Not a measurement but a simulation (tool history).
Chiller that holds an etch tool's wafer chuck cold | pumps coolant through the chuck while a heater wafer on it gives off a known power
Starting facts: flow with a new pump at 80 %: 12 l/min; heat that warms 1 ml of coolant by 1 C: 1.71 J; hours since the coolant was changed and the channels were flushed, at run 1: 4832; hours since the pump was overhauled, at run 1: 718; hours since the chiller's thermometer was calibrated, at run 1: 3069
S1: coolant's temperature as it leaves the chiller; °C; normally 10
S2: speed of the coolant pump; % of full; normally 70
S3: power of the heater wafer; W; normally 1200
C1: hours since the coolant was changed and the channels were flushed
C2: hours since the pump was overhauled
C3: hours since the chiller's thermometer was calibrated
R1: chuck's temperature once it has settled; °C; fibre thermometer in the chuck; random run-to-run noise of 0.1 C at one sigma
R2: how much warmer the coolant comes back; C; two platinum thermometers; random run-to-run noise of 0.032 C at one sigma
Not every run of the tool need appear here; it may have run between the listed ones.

run,hour,S1,S2,S3,C1,C2,C3,R1,R2
1,0.0,10,70,1200,4832,718,3069,24.6,4.06
2,43.8,10,70,1200,4876,761,3113,24.5,4.10
3,79.0,10,70,1200,4911,797,3148,24.6,4.06
4,111.1,10,94,1200,4943,829,3181,22.2,3.07
5,143.7,10,94,1200,4976,861,3213,22.0,3.02
6,178.3,10,94,1200,5010,896,3248,22.2,3.04
7,219.1,10,94,1200,5051,937,3289,22.1,3.01
8,242.7,10,70,1200,5075,960,3312,24.7,4.02
9,274.2,10,70,1200,5106,992,3344,24.6,4.05
10,314.3,10,70,1200,5146,1032,3384,24.4,4.10
11,340.1,8,89,1091,5172,1058,3410,19.5,2.91
12,375.3,12,81,1047,5207,1093,3445,23.9,3.04
13,399.6,12,81,1047,5232,1117,3469,23.7,3.09
14,438.8,12,81,1047,5271,1156,3508,23.7,3.12
15,458.9,15,78,1200,5291,1176,3528,28.7,3.61
16,494.9,17,98,1200,5327,1212,3564,29.0,2.98
17,527.5,16,98,1780,5359,1245,3597,33.6,4.36
18,553.9,16,66,1597,5386,1271,3623,36.1,5.79
19,595.9,16,66,1597,5428,1313,3665,36.0,5.73
20,640.5,4,67,1041,5472,1358,3710,17.2,3.71

Branching from run 20: 5 alternative next runs. What would each branch give?
A,677.3,4,65,734,5509,1395,3747,?,?
B,677.3,4,61,1041,5509,1395,3747,?,?
C,677.3,15,70,1773,5509,1395,3747,?,?
D,677.3,1,80,632,5509,1395,3747,?,?
E,677.3,14,99,1200,5509,1395,3747,?,?

run,R1,R2
A,13.5,2.73
B,18.1,4.04
C,36.6,6.03
D,8.2,1.93
E,25.9,2.94
Take away the tool's hidden state, keep each run's random variation, and the runs would have read:
run,R1,R2
A,12.8,2.67
B,17.1,3.95
C,35.2,5.90
D,7.6,1.89
E,25.0,2.88
